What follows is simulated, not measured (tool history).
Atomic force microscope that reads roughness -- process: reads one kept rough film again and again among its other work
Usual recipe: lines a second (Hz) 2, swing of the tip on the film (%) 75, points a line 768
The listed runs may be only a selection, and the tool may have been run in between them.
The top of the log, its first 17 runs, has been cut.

| run | hour | lines a second (Hz) | swing of the tip on the film (%) | points a line | roughness of the kept film (nm (root mean square)) |
|---|---|---|---|---|---|
| 18 | 506.4 | 2 | 75 | 768 | 1.415 |
| 19 | 539.2 | 2 | 75 | 768 | 1.394 |
| 20 | 559.3 | 2 | 75 | 449 | 1.377 |
|  | 591.3 | new tip fitted |
| 21 | 591.3 | 2 | 75 | 615 | 1.462 |
| 22 | 614.1 | 2 | 75 | 768 | 1.429 |
| 23 | 653.5 | 2 | 75 | 768 | 1.419 |
| 24 | 684.5 | 2 | 75 | 601 | 1.409 |
| 25 | 717.8 | 2 | 75 | 768 | 1.383 |
| 26 | 735.7 | 2 | 75 | 768 | 1.362 |
|  | 739.4 | new tip fitted |
| 27 | 757.7 | 0.67 | 75 | 300 | 1.524 |
| 28 | 787.2 | 0.67 | 75 | 300 | 1.521 |
| 29 | 809.4 | 1.35 | 88 | 998 | 1.379 |
| 30 | 838.8 | 1.38 | 75 | 462 | 1.44 |
| 31 | 868.1 | 1.38 | 75 | 462 | 1.418 |
|  | 886.8 | new tip fitted |
| 32 | 890.7 | 1.44 | 72 | 282 | 1.496 |
| 33 | 915.4 | 1.44 | 64 | 646 | 1.518 |

Estimate the outcome of run 34 from the log above:
| 34 | 934 | 1.44 | 64 | 646 | ? |

Logged for run 34: roughness of the kept film (nm (root mean square)) 1.484.
Minus the tool's unlogged condition, the same run would have read roughness of the kept film (nm (root mean square)) 1.506.
